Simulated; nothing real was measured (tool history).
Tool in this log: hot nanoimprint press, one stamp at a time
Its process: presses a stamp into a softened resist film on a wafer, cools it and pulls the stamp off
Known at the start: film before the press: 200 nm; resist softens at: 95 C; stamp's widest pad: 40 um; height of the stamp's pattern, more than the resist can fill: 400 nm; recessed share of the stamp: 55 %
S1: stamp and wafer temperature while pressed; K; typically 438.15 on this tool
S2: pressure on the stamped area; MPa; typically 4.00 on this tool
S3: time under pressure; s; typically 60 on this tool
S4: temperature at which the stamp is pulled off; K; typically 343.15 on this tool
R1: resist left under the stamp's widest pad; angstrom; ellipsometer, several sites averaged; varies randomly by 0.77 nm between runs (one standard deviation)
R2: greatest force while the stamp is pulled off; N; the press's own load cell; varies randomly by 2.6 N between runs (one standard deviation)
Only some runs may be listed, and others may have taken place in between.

{"run": 1, "hour": 0.0, "S1": 438.15, "S2": 4.0, "S3": 60, "S4": 343.15, "R1": 968, "R2": 115}
{"run": 2, "hour": 59.7, "S1": 438.15, "S2": 4.0, "S3": 60, "S4": 343.15, "R1": 965, "R2": 119}
{"run": 3, "hour": 115.5, "S1": 438.15, "S2": 4.0, "S3": 60, "S4": 332.15, "R1": 959, "R2": 143}
{"run": 4, "hour": 159.4, "S1": 436.15, "S2": 4.0, "S3": 60, "S4": 332.15, "R1": 1027, "R2": 140}
{"run": 5, "hour": 209.7, "S1": 438.15, "S2": 4.0, "S3": 60, "S4": 341.15, "R1": 964, "R2": 117}
{"run": 6, "hour": 247.9, "S1": 438.15, "S2": 4.0, "S3": 108, "S4": 341.15, "R1": 790, "R2": 124}
{"hour": 302.5, "done": "plate thermocouple calibrated"}
{"run": 7, "hour": 302.5, "S1": 438.15, "S2": 4.0, "S3": 108, "S4": 341.15, "R1": 804, "R2": 128}
{"run": 8, "hour": 359.3, "S1": 438.15, "S2": 4.0, "S3": 60, "S4": 346.15, "R1": 980, "R2": 113}
{"run": 9, "hour": 405.2, "S1": 438.15, "S2": 4.0, "S3": 60, "S4": 346.15, "R1": 967, "R2": 111}
{"run": 10, "hour": 434.8, "S1": 438.15, "S2": 4.0, "S3": 60, "S4": 346.15, "R1": 962, "R2": 113}
{"run": 11, "hour": 471.6, "S1": 438.15, "S2": 4.0, "S3": 60, "S4": 338.15, "R1": 965, "R2": 128}
{"hour": 498.9, "done": "stamp cleaned and given a new release coat"}
{"run": 12, "hour": 521.3, "S1": 438.15, "S2": 4.0, "S3": 38, "S4": 343.15, "R1": 1128, "R2": 116}
{"run": 13, "hour": 554.3, "S1": 438.15, "S2": 4.0, "S3": 60, "S4": 347.15, "R1": 966, "R2": 107}
{"run": 14, "hour": 588.8, "S1": 437.15, "S2": 4.0, "S3": 60, "S4": 343.15, "R1": 992, "R2": 117}
{"run": 15, "hour": 633.0, "S1": 438.15, "S2": 4.0, "S3": 60, "S4": 340.15, "R1": 956, "R2": 125}
{"run": 16, "hour": 678.5, "S1": 438.15, "S2": 4.0, "S3": 60, "S4": 340.15, "R1": 961, "R2": 125}
{"run": 17, "hour": 743.4, "S1": 436.15, "S2": 3.17, "S3": 61, "S4": 339.15, "R1": 1154, "R2": 124}
{"run": 18, "hour": 812.4, "S1": 436.15, "S2": 3.17, "S3": 61, "S4": 339.15, "R1": 1140, "R2": 125}
{"run": 19, "hour": 845.6, "S1": 436.15, "S2": 3.17, "S3": 61, "S4": 339.15, "R1": 1147, "R2": 123}
{"run": 20, "hour": 880.7, "S1": 438.15, "S2": 2.79, "S3": 89, "S4": 347.15, "R1": 1038, "R2": 109}
{"run": 21, "hour": 923.6, "S1": 450.15, "S2": 4.0, "S3": 60, "S4": 343.15, "R1": 708, "R2": 116}
{"hour": 966.0, "done": "plate thermocouple calibrated"}
{"run": 22, "hour": 971.3, "S1": 450.15, "S2": 4.0, "S3": 60, "S4": 343.15, "R1": 706, "R2": 118}
{"run": 23, "hour": 1021.6, "S1": 450.15, "S2": 4.0, "S3": 60, "S4": 343.15, "R1": 708, "R2": 119}

For run 24, what comes out?
{"run": 24, "hour": 1081.0, "S1": 450.15, "S2": 4.0, "S3": 60, "S4": 343.15, "R1": "?", "R2": "?"}

Run 24 gave R1 713 angstrom, R2 116 N.
On a tool with no hidden condition, and with the same random variation, this run would have come out at R1 712 angstrom, R2 114 N.

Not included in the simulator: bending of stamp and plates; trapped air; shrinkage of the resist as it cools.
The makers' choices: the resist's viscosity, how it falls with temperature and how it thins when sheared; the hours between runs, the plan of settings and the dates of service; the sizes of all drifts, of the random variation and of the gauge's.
